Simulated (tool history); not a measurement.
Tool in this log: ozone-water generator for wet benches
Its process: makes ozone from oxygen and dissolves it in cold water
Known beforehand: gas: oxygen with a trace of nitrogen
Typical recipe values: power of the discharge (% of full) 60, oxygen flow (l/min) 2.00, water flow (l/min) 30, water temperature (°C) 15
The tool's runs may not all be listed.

run    hour  power of the discharge (% of full)  oxygen flow (l/min)  water flow (l/min)  water temperature (°C)  dissolved ozone (ppm)  ozone in the gas ahead of the water (g/m3)
  1     0.0                                  60                 2.00                  30                      15                    9.2                                       207.3
  2   230.9                                  60                 2.00                  30                      15                    9.7                                       201.1
  3   437.3                                  60                 2.00                  30                      15                    9.3                                       200.7
      486.1  -- water thermometer calibrated
  4   664.2                                  60                 2.00                  30                      15                    9.3                                       200.4
  5   880.1                                  60                 2.00                  30                      15                    9.4                                       200.6
  6   994.0                                  60                 2.00                  30                      21                    8.8                                       203.9
     1017.8  -- contactor cleaned
  7  1171.8                                  60                 2.00                  30                      21                    9.2                                       203.2
  8  1348.9                                  60                 2.00                  30                      21                    9.2                                       202.7
  9  1456.2                                  73                 2.00                  30                      15                   10.9                                       231.7
 10  1562.4                                  60                 1.36                  30                      15                    7.8                                       229.5
 11  1692.7                                  50                 1.36                  30                      15                    6.6                                       201.3
 12  1821.4                                  50                 1.36                  30                      15                    6.6                                       200.7
 13  1970.6                                  50                 1.36                  30                      15                    6.5                                       198.4
 14  2065.4                                  50                 1.36                  30                      15                    6.7                                       198.7
 15  2253.8                                  50                 1.36                  30                      15                    6.9                                       198.7
 16  2367.9                                  50                 1.36                  19                      19                   10.6                                       199.0
 17  2593.6                                  56                 1.89                  48                       8                    5.1                                       190.0
 18  2703.8                                  56                 2.36                  48                      12                    5.8                                       176.5
 19  2909.1                                  56                 2.36                  48                      12                    5.9                                       175.5
 20  3092.6                                  84                 3.31                  48                      12                    8.9                                       206.6
 21  3318.8                                  60                 2.00                  41                      12                    6.6                                       196.1
 22  3417.4                                  85                 1.45                  35                      14                    8.3                                       275.5
 23  3593.4                                  85                 1.45                  35                      14                    8.4                                       272.8
 24  3710.4                                  81                 1.04                  35                      14                    6.6                                       300.3
 25  3896.0                                  81                 1.04                  35                      14                    6.6                                       299.2

Each row is a separate what-if for the run after 25, all from the same tool condition, not one after another. Results?
  A  4008.9                                  72                 1.82                  30                      15                      ?                                           ?
  B  4008.9                                  51                 2.00                  37                      15                      ?                                           ?
  C  4008.9                                  85                 1.40                  30                       9                      ?                                           ?

run  dissolved ozone (ppm)  ozone in the gas ahead of the water (g/m3)
  A                    9.7                                       223.2
  B                    6.5                                       171.9
  C                    9.7                                       277.4
What these runs would have given with no unlogged condition in the tool:
run  dissolved ozone (ppm)  ozone in the gas ahead of the water (g/m3)
  A                   11.0                                       249.6
  B                    7.2                                       186.9
  C                   11.1                                       314.2
